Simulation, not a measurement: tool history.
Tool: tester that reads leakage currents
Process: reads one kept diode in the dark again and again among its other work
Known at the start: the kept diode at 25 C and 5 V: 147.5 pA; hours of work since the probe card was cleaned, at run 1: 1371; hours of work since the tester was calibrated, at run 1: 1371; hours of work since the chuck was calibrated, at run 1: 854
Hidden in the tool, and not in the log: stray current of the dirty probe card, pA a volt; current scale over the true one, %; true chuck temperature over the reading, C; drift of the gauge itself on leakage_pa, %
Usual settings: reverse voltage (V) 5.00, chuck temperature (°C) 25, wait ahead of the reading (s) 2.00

run    hour  reverse voltage (V)  chuck temperature (°C)  wait ahead of the reading (s)  hours of work since the probe card was cleaned  hours of work since the tester was calibrated  hours of work since the chuck was calibrated  current that the tester gives (pA)
  1     0.0                 5.00                      25                           2.00                                            1371                                           1371                                           854                              155.50
  2    60.3                 5.00                      25                           2.00                                            1411                                           1411                                           893                              157.30
  3   102.4                 5.00                      25                           2.00                                            1438                                           1438                                           921                              156.88
  4   152.8                 2.47                      25                           2.00                                            1471                                           1471                                           954                              102.34
  5   194.9                 2.47                      53                           2.00                                            1499                                           1499                                           981                              868.81
  6   231.0                 2.47                      53                           2.00                                            1522                                           1522                                          1005                              860.02
  7   296.3                 5.00                      25                           2.00                                            1565                                           1565                                          1047                              157.51
  8   334.0                 5.00                      25                           5.29                                            1589                                           1589                                          1072                              157.02
  9   362.9                 5.00                      25                           0.39                                            1608                                           1608                                          1091                              160.90
 10   410.4                 5.00                      20                           2.00                                            1639                                           1639                                          1122                              105.62
 11   479.6                 5.00                      20                           2.00                                            1685                                           1685                                          1167                              106.25
 12   514.7                 5.00                      20                           2.00                                            1708                                           1708                                          1190                              105.59
      547.5  -- chuck's temperature calibrated
 13   579.8                 5.00                      20                           2.00                                            1749                                           1749                                            21                              100.82
 14   634.4                 5.00                      20                           2.00                                            1784                                           1784                                            57                              101.31
 15   669.6                 5.00                      20                           2.00                                            1807                                           1807                                            80                              101.34
      677.4  -- probe card cleaned and baked
 16   717.1                 5.00                      20                           2.00                                              26                                           1836                                           109                              104.65
 17   770.4                 1.44                      29                           0.60                                              61                                           1871                                           144                              100.61
 18   830.5                 5.00                      30                           2.00                                             100                                           1911                                           183                              229.67
 19   873.0                 5.00                      30                           2.00                                             128                                           1938                                           211                              230.84
 20   916.7                 5.00                      33                           0.51                                             156                                           1967                                           239                              293.02
 21   951.0                 5.00                      33                           0.51                                             179                                           1989                                           262                              292.45
      985.7  -- probe card cleaned and baked, once more
 22  1009.7                 2.97                      25                           1.84                                              16                                           2026                                           298                              107.28
 23  1053.9                 2.97                      25                           1.84                                              45                                           2055                                           327                              107.39
 24  1094.7                 5.00                      30                           6.02                                              71                                           2081                                           354                              221.10
 25  1157.5                 1.36                      27                           4.40                                             112                                           2122                                           395                               80.06
 26  1192.0                 8.15                      43                           1.63                                             135                                           2145                                           417                              815.82
 27  1253.7                 8.80                      60                           2.00                                             175                                           2185                                           458                             2872.06
 28  1322.0                 4.28                      60                           2.41                                             220                                           2230                                           502                             1875.22
 29  1354.4                12.01                      26                           2.00                                             241                                           2251                                           523                              268.18
 30  1392.2                 2.02                      42                           0.56                                             266                                           2276                                           548                              333.85
 31  1439.5                 2.02                      42                           0.56                                             296                                           2307                                           579                              334.88
 32  1486.5                 3.36                      44                           1.02                                             327                                           2337                                           610                              525.14

4 ways to go on from here, each from the tool as it stands after run 32. What would each give?
  A  1540.5                 3.36                      44                           1.53                                             363                                           2373                                           645                                   ?
  B  1540.5                 3.85                      44                           3.78                                             363                                           2373                                           645                                   ?
  C  1540.5                 1.89                      55                           6.97                                             363                                           2373                                           645                                   ?
  D  1540.5                 3.36                      27                           2.78                                             363                                           2373                                           645                                   ?

run  current that the tester gives (pA)
  A                              524.04
  B                              568.64
  C                              830.76
  D                              137.68
Without the tool's hidden state the same runs would have given:
run  current that the tester gives (pA)
  A                              528.04
  B                              572.91
  C                              838.95
  D                              137.74
